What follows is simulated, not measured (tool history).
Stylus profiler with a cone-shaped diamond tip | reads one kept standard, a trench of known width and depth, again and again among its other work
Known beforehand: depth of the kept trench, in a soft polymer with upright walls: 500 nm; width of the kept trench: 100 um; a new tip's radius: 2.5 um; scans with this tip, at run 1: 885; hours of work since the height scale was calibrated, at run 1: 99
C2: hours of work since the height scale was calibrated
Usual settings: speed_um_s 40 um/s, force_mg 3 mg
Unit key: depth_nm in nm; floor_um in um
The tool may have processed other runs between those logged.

run 1 hour=0 | speed_um_s=40 force_mg=3 | scans_with_this_tip=885 C2=99 | depth_nm=509.33 floor_um=96.75
run 2 hour=23.6 | speed_um_s=40 force_mg=3 | scans_with_this_tip=997 C2=111 | depth_nm=509.47 floor_um=96.71
run 3 hour=44.1 | speed_um_s=40 force_mg=3 | scans_with_this_tip=1095 C2=122 | depth_nm=509.48 floor_um=96.73
run 4 hour=64 | speed_um_s=40 force_mg=3 | scans_with_this_tip=1190 C2=133 | depth_nm=509.11 floor_um=96.72
run 5 hour=98.2 | speed_um_s=40 force_mg=3 | scans_with_this_tip=1353 C2=151 | depth_nm=509.23 floor_um=96.7
run 6 hour=121.9 | speed_um_s=40 force_mg=3 | scans_with_this_tip=1467 C2=164 | depth_nm=509.07 floor_um=96.74
run 7 hour=158.3 | speed_um_s=40 force_mg=3 | scans_with_this_tip=1641 C2=183 | depth_nm=509.22 floor_um=96.7
run 8 hour=192.6 | speed_um_s=40 force_mg=3 | scans_with_this_tip=1804 C2=201 | depth_nm=509.23 floor_um=96.73
run 9 hour=211.1 | speed_um_s=40 force_mg=3 | scans_with_this_tip=1893 C2=211 | depth_nm=509.19 floor_um=96.7
run 10 hour=248.1 | speed_um_s=40 force_mg=3 | scans_with_this_tip=2070 C2=231 | depth_nm=509.08 floor_um=96.68
run 11 hour=281.9 | speed_um_s=40 force_mg=3 | scans_with_this_tip=2231 C2=249 | depth_nm=508.89 floor_um=96.74
run 12 hour=322.9 | speed_um_s=26 force_mg=3 | scans_with_this_tip=2427 C2=270 | depth_nm=509.11 floor_um=96.76
run 13 hour=351.5 | speed_um_s=26 force_mg=3 | scans_with_this_tip=2563 C2=286 | depth_nm=508.87 floor_um=96.71
run 14 hour=392.2 | speed_um_s=26 force_mg=3 | scans_with_this_tip=2758 C2=307 | depth_nm=508.84 floor_um=96.77
run 15 hour=426.7 | speed_um_s=40 force_mg=3 | scans_with_this_tip=2922 C2=326 | depth_nm=508.87 floor_um=96.64
run 16 hour=463.5 | speed_um_s=40 force_mg=3 | scans_with_this_tip=3098 C2=345 | depth_nm=509.02 floor_um=96.66
run 17 hour=484.1 | speed_um_s=40 force_mg=3 | scans_with_this_tip=3197 C2=356 | depth_nm=508.92 floor_um=96.64
run 18 hour=504.9 | speed_um_s=40 force_mg=3.95 | scans_with_this_tip=3296 C2=367 | depth_nm=511.09 floor_um=96.69
run 19 hour=541.3 | speed_um_s=40 force_mg=7.3 | scans_with_this_tip=3470 C2=387 | depth_nm=516.92 floor_um=96.75
run 20 hour=582.9 | speed_um_s=40 force_mg=7.3 | scans_with_this_tip=3668 C2=409 | depth_nm=516.67 floor_um=96.73
run 21 hour=616.8 | speed_um_s=40 force_mg=7.3 | scans_with_this_tip=3830 C2=427 | depth_nm=516.8 floor_um=96.71
run 22 hour=634.3 | speed_um_s=40 force_mg=7.3 | scans_with_this_tip=3914 C2=436 | depth_nm=516.89 floor_um=96.72
run 23 hour=651.4 | speed_um_s=40 force_mg=7.3 | scans_with_this_tip=3996 C2=445 | depth_nm=516.51 floor_um=96.66
run 24 hour=669.4 | speed_um_s=15 force_mg=8.6 | scans_with_this_tip=4082 C2=455 | depth_nm=518.75 floor_um=96.74
run 25 hour=689.9 | speed_um_s=41 force_mg=3.62 | scans_with_this_tip=4180 C2=466 | depth_nm=510.13 floor_um=96.69
-- hour=693.1 height scale calibrated on a step standard
run 26 hour=725.3 | speed_um_s=20 force_mg=1.16 | scans_with_this_tip=4346 C2=17 | depth_nm=503.87 floor_um=96.63
run 27 hour=763.6 | speed_um_s=20 force_mg=1.16 | scans_with_this_tip=4529 C2=38 | depth_nm=503.89 floor_um=96.67
run 28 hour=784.5 | speed_um_s=43 force_mg=2.33 | scans_with_this_tip=4629 C2=49 | depth_nm=506.96 floor_um=96.57
run 29 hour=826.6 | speed_um_s=18 force_mg=2.74 | scans_with_this_tip=4830 C2=71 | depth_nm=507.7 floor_um=96.76
-- hour=839.9 height scale calibrated on a step standard, once more
run 30 hour=854.3 | speed_um_s=18 force_mg=2.66 | scans_with_this_tip=4960 C2=8 | depth_nm=508.94 floor_um=96.73
run 31 hour=881.9 | speed_um_s=13 force_mg=3 | scans_with_this_tip=5092 C2=22 | depth_nm=509.59 floor_um=96.69
run 32 hour=916.9 | speed_um_s=13 force_mg=3 | scans_with_this_tip=5259 C2=41 | depth_nm=509.64 floor_um=96.76
run 33 hour=951.2 | speed_um_s=11 force_mg=3 | scans_with_this_tip=5423 C2=59 | depth_nm=509.69 floor_um=96.76
run 34 hour=990.5 | speed_um_s=10 force_mg=2.29 | scans_with_this_tip=5610 C2=80 | depth_nm=508.01 floor_um=96.7
run 35 hour=1019.6 | speed_um_s=40 force_mg=1.61 | scans_with_this_tip=5749 C2=96 | depth_nm=506.11 floor_um=96.52
run 36 hour=1056.2 | speed_um_s=40 force_mg=1.61 | scans_with_this_tip=5924 C2=115 | depth_nm=506.22 floor_um=96.47
run 37 hour=1075.4 | speed_um_s=12 force_mg=1.2 | scans_with_this_tip=6016 C2=125 | depth_nm=505.31 floor_um=96.64
run 38 hour=1105.9 | speed_um_s=34 force_mg=8.62 | scans_with_this_tip=6162 C2=142 | depth_nm=519.66 floor_um=96.66
run 39 hour=1123.5 | speed_um_s=34 force_mg=8.62 | scans_with_this_tip=6246 C2=151 | depth_nm=519.42 floor_um=96.64
run 40 hour=1148.8 | speed_um_s=119 force_mg=1.76 | scans_with_this_tip=6366 C2=164 | depth_nm=506.6 floor_um=96.06
run 41 hour=1183.3 | speed_um_s=134 force_mg=1.64 | scans_with_this_tip=6531 C2=183 | depth_nm=506.06 floor_um=96
run 42 hour=1200.7 | speed_um_s=57 force_mg=2.35 | scans_with_this_tip=6614 C2=192 | depth_nm=507.98 floor_um=96.42
run 43 hour=1224 | speed_um_s=146 force_mg=4.2 | scans_with_this_tip=6726 C2=204 | depth_nm=511.91 floor_um=96.24
run 44 hour=1265.9 | speed_um_s=31 force_mg=2.39 | scans_with_this_tip=6926 C2=227 | depth_nm=508.2 floor_um=96.5
run 45 hour=1285.4 | speed_um_s=140 force_mg=1.5 | scans_with_this_tip=7019 C2=237 | depth_nm=505.64 floor_um=95.84
run 46 hour=1325.9 | speed_um_s=140 force_mg=2.25 | scans_with_this_tip=7212 C2=259 | depth_nm=507.76 floor_um=95.95

Per-run results on a tool with no hidden state, each run keeping its own random variation:
Hidden state present: radius of the tip, um; height scale over the true one, %; drift of the gauge itself on depth_nm, %; drift of the gauge itself on floor_um, %.
run=1 depth_nm=509.6 floor_um=96.84
run=2 depth_nm=509.76 floor_um=96.81
run=3 depth_nm=509.79 floor_um=96.83
run=4 depth_nm=509.44 floor_um=96.82
run=5 depth_nm=509.59 floor_um=96.81
run=6 depth_nm=509.45 floor_um=96.85
run=7 depth_nm=509.63 floor_um=96.82
run=8 depth_nm=509.67 floor_um=96.85
run=9 depth_nm=509.64 floor_um=96.83
run=10 depth_nm=509.57 floor_um=96.82
run=11 depth_nm=509.41 floor_um=96.87
run=12 depth_nm=509.67 floor_um=96.91
run=13 depth_nm=509.45 floor_um=96.86
run=14 depth_nm=509.45 floor_um=96.92
run=15 depth_nm=509.52 floor_um=96.8
run=16 depth_nm=509.7 floor_um=96.83
run=17 depth_nm=509.61 floor_um=96.81
run=18 depth_nm=511.8 floor_um=96.86
run=19 depth_nm=517.68 floor_um=96.93
run=20 depth_nm=517.46 floor_um=96.92
run=21 depth_nm=517.62 floor_um=96.9
run=22 depth_nm=517.72 floor_um=96.91
run=23 depth_nm=517.37 floor_um=96.86
run=24 depth_nm=519.62 floor_um=96.94
run=25 depth_nm=511.01 floor_um=96.89
run=26 depth_nm=504.97 floor_um=96.84
run=27 depth_nm=505.02 floor_um=96.89
run=28 depth_nm=508.11 floor_um=96.79
run=29 depth_nm=508.89 floor_um=96.99
run=30 depth_nm=508.81 floor_um=96.96
run=31 depth_nm=509.48 floor_um=96.92
run=32 depth_nm=509.56 floor_um=97
run=33 depth_nm=509.65 floor_um=97
run=34 depth_nm=508 floor_um=96.95
run=35 depth_nm=506.12 floor_um=96.77
run=36 depth_nm=506.27 floor_um=96.73
run=37 depth_nm=505.37 floor_um=96.9
run=38 depth_nm=519.75 floor_um=96.93
run=39 depth_nm=519.53 floor_um=96.91
run=40 depth_nm=506.73 floor_um=96.33
run=41 depth_nm=506.22 floor_um=96.28
run=42 depth_nm=508.15 floor_um=96.71
run=43 depth_nm=512.1 floor_um=96.52
run=44 depth_nm=508.43 floor_um=96.8
run=45 depth_nm=505.89 floor_um=96.13
run=46 depth_nm=508.04 floor_um=96.25
